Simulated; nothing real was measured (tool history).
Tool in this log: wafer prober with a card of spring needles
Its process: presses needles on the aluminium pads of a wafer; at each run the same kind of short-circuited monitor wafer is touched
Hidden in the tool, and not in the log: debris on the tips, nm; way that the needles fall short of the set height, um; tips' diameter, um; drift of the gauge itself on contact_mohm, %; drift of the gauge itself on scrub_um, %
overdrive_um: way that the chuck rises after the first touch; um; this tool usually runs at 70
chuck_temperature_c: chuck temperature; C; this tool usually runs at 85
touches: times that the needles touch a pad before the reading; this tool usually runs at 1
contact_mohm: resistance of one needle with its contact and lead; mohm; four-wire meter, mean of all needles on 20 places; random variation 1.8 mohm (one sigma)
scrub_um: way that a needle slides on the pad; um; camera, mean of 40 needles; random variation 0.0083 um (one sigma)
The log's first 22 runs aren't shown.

| run | hour | overdrive_um | chuck_temperature_c | touches | touches since the tips were cleaned | cleanings since the card got new needles | touches since the first contact's height was set | contact_mohm | scrub_um |
|---|---|---|---|---|---|---|---|---|---|
|  | 212.7 | tips cleaned on abrasive film |
| 23 | 220.1 | 52 | 85 | 2 | 3215 | 34 | 82402 | 197 | 12.418 |
|  | 225.2 | height of the first contact set anew |
| 24 | 231.8 | 52 | 85 | 2 | 8177 | 34 | 2887 | 198 | 12.419 |
|  | 232.7 | tips cleaned on abrasive film |
| 25 | 243.8 | 62 | 41 | 1 | 4816 | 35 | 8047 | 182 | 14.808 |
|  | 252.7 | tips cleaned on abrasive film |
| 26 | 253.1 | 74 | 33 | 1 | 163 | 36 | 11996 | 180 | 17.668 |
| 27 | 261.4 | 76 | 67 | 1 | 3786 | 36 | 15619 | 182 | 18.129 |
|  | 272.9 | tips cleaned on abrasive film |
| 28 | 272.9 | 84 | 67 | 2 | 0 | 37 | 20546 | 179 | 20.039 |
| 29 | 280.8 | 84 | 67 | 1 | 3423 | 37 | 23969 | 183 | 20.030 |
|  | 292.8 | tips cleaned on abrasive film |
| 30 | 294.2 | 82 | 75 | 3 | 576 | 38 | 29720 | 183 | 19.531 |
| 31 | 301.8 | 70 | 51 | 3 | 3902 | 38 | 33046 | 183 | 16.686 |
|  | 312.9 | tips cleaned on abrasive film |
| 32 | 312.9 | 69 | 49 | 2 | 0 | 39 | 37772 | 179 | 16.425 |
| 33 | 324.6 | 80 | 44 | 1 | 5080 | 39 | 42852 | 180 | 19.047 |

What does the tool deliver on the next run?
| 34 | 330.8 | 66 | 72 | 1 | 7763 | 39 | 45535 | ? | ? |

Run 34 came out at contact_mohm 188 mohm, scrub_um 15.730 um.
Had the tool carried no hidden state, the very same run would have given contact_mohm 188 mohm, scrub_um 15.907 um.
